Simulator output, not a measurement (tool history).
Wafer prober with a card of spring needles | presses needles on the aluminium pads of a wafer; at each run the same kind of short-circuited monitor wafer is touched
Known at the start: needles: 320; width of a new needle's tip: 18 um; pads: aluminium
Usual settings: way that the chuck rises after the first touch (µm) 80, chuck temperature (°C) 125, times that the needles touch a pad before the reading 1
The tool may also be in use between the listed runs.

run   hour  way that the chuck rises after the first touch (µm)  chuck temperature (°C)  times that the needles touch a pad before the reading  resistance of one needle with its contact and lead (mohm)  way that a needle slides on the pad (µm)
  1      0                                                   80                     125                                                      1                                                        211                                     18.67
         4  -- tips cleaned on abrasive film
       8.1  -- tips cleaned on abrasive film
  2    8.5                                                   80                      48                                                      1                                                        211                                     18.46
      11.7  -- tips cleaned on abrasive film
      15.8  -- tips cleaned on abrasive film
  3   18.7                                                   80                      48                                                      1                                                        254                                      18.5
      19.6  -- tips cleaned on abrasive film
      23.7  -- tips cleaned on abrasive film
      27.1  -- tips cleaned on abrasive film
  4     29                                                   80                     125                                                      2                                                        225                                     18.44
      30.8  -- tips cleaned on abrasive film
        35  -- tips cleaned on abrasive film
      38.7  -- tips cleaned on abrasive film
  5   41.2                                                   80                     125                                                      1                                                        255                                     18.45
      42.9  -- tips cleaned on abrasive film
      47.1  -- tips cleaned on abrasive film
      51.2  -- tips cleaned on abrasive film
  6   53.5                                                   80                     125                                                      1                                                        252                                     18.39
      55.3  -- tips cleaned on abrasive film
      59.3  -- tips cleaned on abrasive film
      63.5  -- tips cleaned on abrasive film
  7   66.3                                                   80                     125                                                      1                                                        259                                     18.27
      67.2  -- tips cleaned on abrasive film
      71.3  -- tips cleaned on abrasive film
      75.2  -- tips cleaned on abrasive film
  8     78                                                   80                     125                                                      1                                                        260                                     18.31
        79  -- tips cleaned on abrasive film
      79.8  -- tips cleaned on abrasive film, once more
      83.8  -- tips cleaned on abrasive film
      87.7  -- tips cleaned on abrasive film
      91.9  -- tips cleaned on abrasive film
  9   92.5                                                   80                     125                                                      1                                                        221                                     18.19
      95.9  -- tips cleaned on abrasive film
       100  -- tips cleaned on abrasive film
 10  100.3                                                   80                     125                                                      2                                                        211                                     18.21
     103.5  -- tips cleaned on abrasive film
     107.6  -- tips cleaned on abrasive film
     111.3  -- tips cleaned on abrasive film
 11  112.9                                                   80                     125                                                      2                                                        230                                     18.07
     115.5  -- tips cleaned on abrasive film
     119.8  -- tips cleaned on abrasive film
     123.6  -- tips cleaned on abrasive film
 12    125                                                   80                     125                                                      2                                                        229                                     18.02
     127.6  -- tips cleaned on abrasive film
     131.7  -- tips cleaned on abrasive film
     135.8  -- tips cleaned on abrasive film
 13  138.6                                                   80                     125                                                      2                                                        239                                     17.99
     139.5  -- tips cleaned on abrasive film
     143.6  -- tips cleaned on abrasive film
     147.5  -- tips cleaned on abrasive film
       151  -- tips cleaned on abrasive film
 14    151                                                   80                     125                                                      2                                                        211                                     17.94
     155.1  -- tips cleaned on abrasive film
     159.1  -- tips cleaned on abrasive film
     163.2  -- tips cleaned on abrasive film
 15  164.3                                                   70                      88                                                      1                                                        237                                      15.6
     166.9  -- tips cleaned on abrasive film
     171.1  -- tips cleaned on abrasive film
 16  172.4                                                   77                      48                                                      3                                                        204                                     17.06

Forecast run 17:
       175  -- tips cleaned on abrasive film
     179.2  -- tips cleaned on abrasive film
     183.1  -- tips cleaned on abrasive film
 17  183.2                                                   62                      40                                                      2                                                          ?                                         ?

{"run 17": {"resistance of one needle with its contact and lead (mohm)": 206, "way that a needle slides on the pad (µm)": 13.47}}
Without the tool's hidden state the same run would have given resistance of one needle with its contact and lead (mohm) 189, way that a needle slides on the pad (µm) 14.66.
